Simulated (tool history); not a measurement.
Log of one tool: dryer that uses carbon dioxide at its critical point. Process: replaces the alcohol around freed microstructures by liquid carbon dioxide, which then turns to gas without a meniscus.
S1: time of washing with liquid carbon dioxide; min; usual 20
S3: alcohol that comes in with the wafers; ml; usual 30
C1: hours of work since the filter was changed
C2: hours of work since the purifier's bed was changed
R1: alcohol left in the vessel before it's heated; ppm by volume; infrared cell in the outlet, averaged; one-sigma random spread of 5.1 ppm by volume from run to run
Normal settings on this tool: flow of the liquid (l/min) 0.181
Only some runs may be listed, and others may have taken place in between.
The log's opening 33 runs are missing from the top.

{"run": 34, "hour": 936.3, "S1": 13, "flow of the liquid (l/min)": 0.27, "S3": 36, "C1": 352, "C2": 409, "R1": 239}
{"run": 35, "hour": 956.4, "S1": 13, "flow of the liquid (l/min)": 0.185, "S3": 65, "C1": 360, "C2": 417, "R1": 2089}
{"run": 36, "hour": 975.2, "S1": 23, "flow of the liquid (l/min)": 0.181, "S3": 107, "C1": 367, "C2": 424, "R1": 234}
{"run": 37, "hour": 1003.7, "S1": 20, "flow of the liquid (l/min)": 0.181, "S3": 87, "C1": 379, "C2": 436, "R1": 418}
{"run": 38, "hour": 1027.2, "S1": 20, "flow of the liquid (l/min)": 0.113, "S3": 30, "C1": 388, "C2": 445, "R1": 1329}
{"run": 39, "hour": 1043.3, "S1": 20, "flow of the liquid (l/min)": 0.113, "S3": 30, "C1": 394, "C2": 452, "R1": 1381}
{"run": 40, "hour": 1061.3, "S1": 20, "flow of the liquid (l/min)": 0.113, "S3": 30, "C1": 402, "C2": 459, "R1": 1377}
{"run": 41, "hour": 1095.1, "S1": 13, "flow of the liquid (l/min)": 0.181, "S3": 61, "C1": 415, "C2": 472, "R1": 2229}

Forecast each of these 3 alternatives for the next run:
{"run": "A", "hour": 1114.6, "S1": 15, "flow of the liquid (l/min)": 0.243, "S3": 62, "C1": 423, "C2": 480, "R1": "?"}
{"run": "B", "hour": 1114.6, "S1": 18, "flow of the liquid (l/min)": 0.11, "S3": 113, "C1": 423, "C2": 480, "R1": "?"}
{"run": "C", "hour": 1114.6, "S1": 12, "flow of the liquid (l/min)": 0.307, "S3": 35, "C1": 423, "C2": 480, "R1": "?"}

run=A R1=318
run=B R1=8290
run=C R1=195
Stripped of hidden state, with their random variation kept, the same runs would have yielded:
run=A R1=129
run=B R1=5775
run=C R1=59
